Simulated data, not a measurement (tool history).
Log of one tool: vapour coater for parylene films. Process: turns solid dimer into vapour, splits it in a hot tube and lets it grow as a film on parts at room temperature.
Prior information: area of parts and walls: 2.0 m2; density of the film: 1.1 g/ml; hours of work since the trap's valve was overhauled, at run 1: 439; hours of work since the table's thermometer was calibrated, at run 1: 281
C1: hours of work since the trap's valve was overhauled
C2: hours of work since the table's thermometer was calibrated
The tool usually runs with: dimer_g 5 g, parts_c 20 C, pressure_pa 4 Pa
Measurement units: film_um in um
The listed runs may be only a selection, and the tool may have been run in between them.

Run 1, hour 0: usual settings; C1 439; C2 281. Result: film_um 1.03 um.
Run 2, hour 7.3: usual settings but parts_c 15 C; C1 444; C2 287. Result: film_um 1.15 um.
Run 3, hour 14.2: usual settings but parts_c 15 C; C1 450; C2 292. Result: film_um 1.14 um.
Run 4, hour 21.3: usual settings but parts_c 15 C; C1 455; C2 297. Result: film_um 1.16 um.
Run 5, hour 27.4: usual settings but parts_c 15 C, pressure_pa 5.82 Pa; C1 460; C2 302. Result: film_um 1.04 um.
Run 6, hour 40: usual settings but parts_c 15 C, pressure_pa 5.82 Pa; C1 470; C2 312. Result: film_um 1.04 um.
Run 7, hour 47.9: usual settings but parts_c 26 C; C1 476; C2 318. Result: film_um 0.88 um.
At hour 49.7: table's thermometer calibrated.
Run 8, hour 57.2: usual settings but parts_c 26 C; C1 482; C2 6. Result: film_um 0.88 um.
At hour 66: trap's valve overhauled.
Run 9, hour 71.3: usual settings but parts_c 26 C; C1 4; C2 14. Result: film_um 0.97 um.
Run 10, hour 86.6: usual settings but parts_c 31 C, pressure_pa 2.36 Pa; C1 16; C2 25. Result: film_um 0.95 um.
Run 11, hour 95.3: usual settings but dimer_g 8 g, parts_c 14 C; C1 23; C2 32. Result: film_um 2 um.
At hour 102.7: table's thermometer calibrated, once more.
Run 12, hour 110.6: usual settings but dimer_g 8 g, parts_c 14 C; C1 34; C2 6. Result: film_um 1.98 um.
Run 13, hour 120.4: usual settings but dimer_g 8 g, pressure_pa 11.1 Pa; C1 41; C2 14. Result: film_um 1.4 um.

Here are 5 independent what-if runs from the current tool condition. What would each one return?
Run A, hour 135.6: usual settings but dimer_g 4 g, pressure_pa 11.1 Pa; C1 53; C2 25. Result: film_um ?.
Run B, hour 135.6: usual settings but pressure_pa 11.1 Pa; C1 53; C2 25. Result: film_um ?.
Run C, hour 135.6: usual settings but parts_c 13 C, pressure_pa 5.71 Pa; C1 53; C2 25. Result: film_um ?.
Run D, hour 135.6: usual settings but dimer_g 2 g, parts_c 30 C, pressure_pa 3.38 Pa; C1 53; C2 25. Result: film_um ?.
Run E, hour 135.6: usual settings but dimer_g 8 g, parts_c 16 C, pressure_pa 11.1 Pa; C1 53; C2 25. Result: film_um ?.

run  film_um
  A      0.7
  B     0.87
  C     1.17
  D     0.34
  E     1.53
Had the tool no hidden state, the same runs would have come out as:
run  film_um
  A     0.71
  B     0.88
  C     1.18
  D     0.34
  E     1.54
